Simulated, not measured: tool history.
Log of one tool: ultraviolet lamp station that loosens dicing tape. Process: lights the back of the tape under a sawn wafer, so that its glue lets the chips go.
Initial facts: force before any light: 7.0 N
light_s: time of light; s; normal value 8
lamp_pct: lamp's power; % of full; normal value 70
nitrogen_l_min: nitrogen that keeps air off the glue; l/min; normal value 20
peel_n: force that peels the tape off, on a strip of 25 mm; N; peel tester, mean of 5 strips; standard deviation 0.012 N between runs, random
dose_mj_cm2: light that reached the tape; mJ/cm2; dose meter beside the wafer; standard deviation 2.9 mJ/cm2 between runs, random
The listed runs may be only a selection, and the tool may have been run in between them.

run,hour,light_s,lamp_pct,nitrogen_l_min,peel_n,dose_mj_cm2
1,0.0,8,70,20,1.152,290
2,7.2,8,82,20,0.862,334
3,18.0,8,70,20,1.197,286
4,28.0,8,71,20,1.175,281
5,35.6,8,70,25,1.126,284
6,43.4,8,70,20,1.297,278
7,53.0,8,70,20,1.316,275
8,60.6,8,70,20,1.308,274
9,68.9,8,70,20,1.338,270
10,79.0,8,70,20,1.343,264
11,84.6,8,70,20,1.364,267
12,89.8,8,70,20,1.357,266
13,96.6,8,70,20,1.339,264
14,101.8,8,70,20,1.388,262
15,107.7,8,83,20,1.046,308
16,115.0,10,70,20,0.939,324
17,121.7,10,70,20,0.996,321
18,131.8,8,70,20,1.408,252
19,137.2,8,70,20,1.478,251
20,143.4,8,83,20,1.105,297
21,155.1,8,83,20,1.138,296
22,164.1,8,83,20,1.135,290
23,174.6,7,70,20,1.866,213
24,182.4,6,70,25,2.086,183
25,192.9,6,70,25,2.108,182
26,199.6,6,70,25,2.166,174
27,208.5,7,70,6,3.002,206
28,215.8,7,70,7,2.850,203
29,221.9,6,81,11,2.520,199
# hour 223.0: window cleaned of glue's vapour
30,231.1,6,81,11,2.150,229
31,241.6,8,97,20,0.740,361
32,248.7,6,73,8,2.840,203
33,255.2,6,92,8,2.229,254
34,266.3,8,70,21,1.382,256
35,274.1,9,70,7,2.077,282
36,286.1,9,70,7,2.112,286
37,296.9,5,92,34,1.593,204
38,304.9,7,66,34,1.693,202
39,314.1,7,66,34,1.666,197
40,325.3,8,93,16,1.108,316
41,330.5,8,93,16,1.151,316
42,336.1,13,70,40,0.440,381
43,341.3,8,89,20,1.097,301

Alternative continuations, all from the tool just after run 43; predict every row:
# hour 345.5: lamp changed
A,347.8,8,70,12,?,?
# hour 345.5: lamp changed
B,347.8,5,61,8,?,?
# hour 345.5: lamp changed
C,347.8,11,69,19,?,?

run,peel_n,dose_mj_cm2
A,0.918,397
B,2.647,217
C,0.325,540
Without the tool's unlogged condition, the same runs would have read:
run,peel_n,dose_mj_cm2
A,0.821,420
B,2.503,230
C,0.284,572
